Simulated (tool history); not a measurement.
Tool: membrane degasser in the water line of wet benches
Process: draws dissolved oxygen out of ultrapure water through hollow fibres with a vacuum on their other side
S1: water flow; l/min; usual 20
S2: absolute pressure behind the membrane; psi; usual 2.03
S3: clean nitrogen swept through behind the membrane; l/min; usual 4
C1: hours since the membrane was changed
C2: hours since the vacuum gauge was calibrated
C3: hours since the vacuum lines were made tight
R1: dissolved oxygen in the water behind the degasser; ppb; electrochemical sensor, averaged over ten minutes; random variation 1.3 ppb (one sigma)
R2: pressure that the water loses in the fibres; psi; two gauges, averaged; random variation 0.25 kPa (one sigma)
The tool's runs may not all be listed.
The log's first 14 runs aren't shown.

| run | day | S1 | S2 | S3 | C1 | C2 | C3 | R1 | R2 |
|---|---|---|---|---|---|---|---|---|---|
| 15 | 85.25 | 20 | 1.87 | 4 | 9841 | 6930 | 5585 | 163.5 | 9.86 |
| 16 | 89.758 | 20 | 1.87 | 4 | 9949 | 7038 | 5693 | 166.2 | 9.838 |
| 17 | 97.846 | 27 | 1.68 | 7.44 | 10143 | 7233 | 5888 | 176.9 | 13.303 |
| 18 | 103.454 | 27 | 1.68 | 7.44 | 10278 | 7367 | 6022 | 177.4 | 13.383 |
| 19 | 107.792 | 20 | 3.89 | 6.19 | 10382 | 7471 | 6126 | 234.4 | 9.902 |
| 20 | 114.296 | 17 | 3.89 | 6.19 | 10538 | 7627 | 6282 | 187.8 | 8.486 |
| 21 | 123.054 | 12 | 2.03 | 4.1 | 10748 | 7837 | 6493 | 91.4 | 5.936 |
| 22 | 129.962 | 25 | 1.67 | 4 | 10914 | 8003 | 6658 | 213.2 | 12.496 |
|  | 130.554 | vacuum gauge calibrated |
| 23 | 137.925 | 25 | 1.67 | 2.28 | 11104 | 177 | 6849 | 303.3 | 12.505 |
| 24 | 145.408 | 20 | 2.03 | 9.92 | 11284 | 357 | 7029 | 102.2 | 9.958 |
| 25 | 149.317 | 20 | 2.94 | 5.68 | 11378 | 450 | 7122 | 197.7 | 9.986 |
|  | 150.438 | vacuum gauge calibrated, once more |
| 26 | 153.092 | 20 | 2.94 | 5.68 | 11468 | 64 | 7212 | 195.5 | 10.028 |
| 27 | 157.742 | 20 | 1.46 | 1.62 | 11580 | 175 | 7324 | 244.2 | 9.934 |
| 28 | 163.367 | 24 | 1.52 | 6.04 | 11715 | 310 | 7459 | 150.5 | 12.035 |
| 29 | 169.633 | 24 | 1.52 | 6.04 | 11865 | 461 | 7609 | 148.7 | 12.082 |
| 30 | 174.229 | 20 | 3.35 | 4.65 | 11975 | 571 | 7720 | 258.4 | 9.997 |
| 31 | 181.462 | 14 | 1.89 | 4.65 | 12149 | 745 | 7893 | 89.7 | 6.978 |
| 32 | 186.475 | 24 | 1.6 | 8.2 | 12269 | 865 | 8014 | 132.6 | 12.015 |

4 ways to go on from here, each from the tool as it stands after run 32. What would each give?
| A | 193.396 | 20 | 3.7 | 1.71 | 12435 | 1031 | 8180 | ? | ? |
| B | 193.396 | 31 | 2.03 | 5.59 | 12435 | 1031 | 8180 | ? | ? |
| C | 193.396 | 31 | 2.03 | 5.04 | 12435 | 1031 | 8180 | ? | ? |
| D | 193.396 | 16 | 3.71 | 8.44 | 12435 | 1031 | 8180 | ? | ? |

| run | R1 | R2 |
|---|---|---|
| A | 632.7 | 10.028 |
| B | 293.1 | 15.487 |
| C | 306.7 | 15.513 |
| D | 133.4 | 8.012 |
Without the tool's hidden state the same runs would have given:
| run | R1 | R2 |
|---|---|---|
| A | 600.1 | 9.445 |
| B | 256.2 | 14.588 |
| C | 269.6 | 14.613 |
| D | 120.4 | 7.546 |
